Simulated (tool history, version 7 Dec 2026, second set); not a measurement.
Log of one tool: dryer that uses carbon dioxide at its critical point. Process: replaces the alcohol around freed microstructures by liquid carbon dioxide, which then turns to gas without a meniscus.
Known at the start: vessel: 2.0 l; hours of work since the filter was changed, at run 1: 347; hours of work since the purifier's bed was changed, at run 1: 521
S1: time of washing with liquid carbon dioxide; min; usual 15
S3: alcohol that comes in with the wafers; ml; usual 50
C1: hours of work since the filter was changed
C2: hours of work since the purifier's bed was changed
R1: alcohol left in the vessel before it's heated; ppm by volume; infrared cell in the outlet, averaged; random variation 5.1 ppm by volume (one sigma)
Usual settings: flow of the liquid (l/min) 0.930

run 1 hour=0.0 | S1=15 flow_of_the_liquid_(l/min)=0.930 S3=50 | C1=347 C2=521 | R1=214
-- hour=42.6 inlet filter changed
run 2 hour=42.6 | S1=15 flow_of_the_liquid_(l/min)=0.930 S3=50 | C1=0 C2=535 | R1=99
run 3 hour=86.5 | S1=15 flow_of_the_liquid_(l/min)=0.930 S3=27 | C1=15 C2=549 | R1=73
run 4 hour=119.8 | S1=15 flow_of_the_liquid_(l/min)=0.930 S3=27 | C1=26 C2=560 | R1=80
run 5 hour=152.0 | S1=15 flow_of_the_liquid_(l/min)=0.930 S3=27 | C1=36 C2=571 | R1=85
run 6 hour=203.2 | S1=15 flow_of_the_liquid_(l/min)=0.930 S3=27 | C1=53 C2=588 | R1=82
run 7 hour=250.0 | S1=15 flow_of_the_liquid_(l/min)=0.930 S3=50 | C1=69 C2=603 | R1=112
run 8 hour=273.6 | S1=20 flow_of_the_liquid_(l/min)=0.930 S3=50 | C1=77 C2=611 | R1=66
run 9 hour=296.5 | S1=20 flow_of_the_liquid_(l/min)=0.843 S3=50 | C1=84 C2=619 | R1=79
run 10 hour=347.1 | S1=15 flow_of_the_liquid_(l/min)=0.930 S3=50 | C1=101 C2=636 | R1=124
run 11 hour=387.6 | S1=15 flow_of_the_liquid_(l/min)=1.557 S3=50 | C1=114 C2=649 | R1=59
run 12 hour=437.2 | S1=15 flow_of_the_liquid_(l/min)=1.557 S3=50 | C1=131 C2=665 | R1=49
run 13 hour=485.3 | S1=15 flow_of_the_liquid_(l/min)=0.930 S3=50 | C1=147 C2=681 | R1=143
run 14 hour=538.2 | S1=15 flow_of_the_liquid_(l/min)=0.930 S3=50 | C1=164 C2=699 | R1=154
run 15 hour=567.3 | S1=13 flow_of_the_liquid_(l/min)=0.930 S3=50 | C1=174 C2=708 | R1=263
run 16 hour=610.6 | S1=13 flow_of_the_liquid_(l/min)=0.930 S3=50 | C1=188 C2=723 | R1=265
run 17 hour=640.4 | S1=13 flow_of_the_liquid_(l/min)=0.930 S3=50 | C1=198 C2=733 | R1=278
run 18 hour=679.3 | S1=13 flow_of_the_liquid_(l/min)=0.930 S3=50 | C1=211 C2=746 | R1=286
run 19 hour=702.9 | S1=15 flow_of_the_liquid_(l/min)=0.930 S3=50 | C1=219 C2=753 | R1=180
run 20 hour=726.6 | S1=15 flow_of_the_liquid_(l/min)=0.930 S3=50 | C1=227 C2=761 | R1=174
run 21 hour=771.7 | S1=15 flow_of_the_liquid_(l/min)=0.930 S3=50 | C1=242 C2=776 | R1=178
run 22 hour=803.7 | S1=15 flow_of_the_liquid_(l/min)=0.930 S3=50 | C1=252 C2=787 | R1=188
run 23 hour=834.1 | S1=10 flow_of_the_liquid_(l/min)=0.930 S3=20 | C1=262 C2=797 | R1=353
run 24 hour=878.5 | S1=15 flow_of_the_liquid_(l/min)=0.599 S3=91 | C1=277 C2=812 | R1=1677
run 25 hour=927.9 | S1=17 flow_of_the_liquid_(l/min)=1.074 S3=22 | C1=293 C2=828 | R1=73
run 26 hour=963.9 | S1=18 flow_of_the_liquid_(l/min)=1.228 S3=22 | C1=305 C2=840 | R1=79
run 27 hour=1012.8 | S1=15 flow_of_the_liquid_(l/min)=1.000 S3=50 | C1=322 C2=856 | R1=177
run 28 hour=1042.9 | S1=18 flow_of_the_liquid_(l/min)=0.844 S3=27 | C1=332 C2=866 | R1=125
run 29 hour=1073.1 | S1=18 flow_of_the_liquid_(l/min)=0.844 S3=27 | C1=342 C2=876 | R1=139
run 30 hour=1114.2 | S1=20 flow_of_the_liquid_(l/min)=0.916 S3=37 | C1=355 C2=890 | R1=92
-- hour=1129.5 inlet filter changed
run 31 hour=1167.7 | S1=16 flow_of_the_liquid_(l/min)=1.496 S3=38 | C1=13 C2=907 | R1=81
run 32 hour=1200.1 | S1=15 flow_of_the_liquid_(l/min)=0.753 S3=49 | C1=23 C2=918 | R1=267
run 33 hour=1227.8 | S1=15 flow_of_the_liquid_(l/min)=0.753 S3=49 | C1=33 C2=927 | R1=270
run 34 hour=1279.8 | S1=18 flow_of_the_liquid_(l/min)=1.019 S3=38 | C1=50 C2=944 | R1=83
run 35 hour=1323.9 | S1=18 flow_of_the_liquid_(l/min)=1.019 S3=38 | C1=64 C2=959 | R1=89
run 36 hour=1370.9 | S1=18 flow_of_the_liquid_(l/min)=1.019 S3=20 | C1=80 C2=974 | R1=80
run 37 hour=1421.2 | S1=16 flow_of_the_liquid_(l/min)=1.494 S3=50 | C1=97 C2=991 | R1=88
run 38 hour=1465.9 | S1=14 flow_of_the_liquid_(l/min)=0.709 S3=41 | C1=111 C2=1006 | R1=422
run 39 hour=1512.0 | S1=21 flow_of_the_liquid_(l/min)=0.930 S3=32 | C1=127 C2=1021 | R1=76
run 40 hour=1561.3 | S1=16 flow_of_the_liquid_(l/min)=0.645 S3=49 | C1=143 C2=1038 | R1=459

The next listed run, before its measurement:
run 41 hour=1590.4 | S1=9 flow_of_the_liquid_(l/min)=1.406 S3=80 | C1=153 C2=1047 | R1=?

Run 41 gave R1 316 ppm by volume.
Without the tool's hidden state the same run would have given R1 155 ppm by volume.

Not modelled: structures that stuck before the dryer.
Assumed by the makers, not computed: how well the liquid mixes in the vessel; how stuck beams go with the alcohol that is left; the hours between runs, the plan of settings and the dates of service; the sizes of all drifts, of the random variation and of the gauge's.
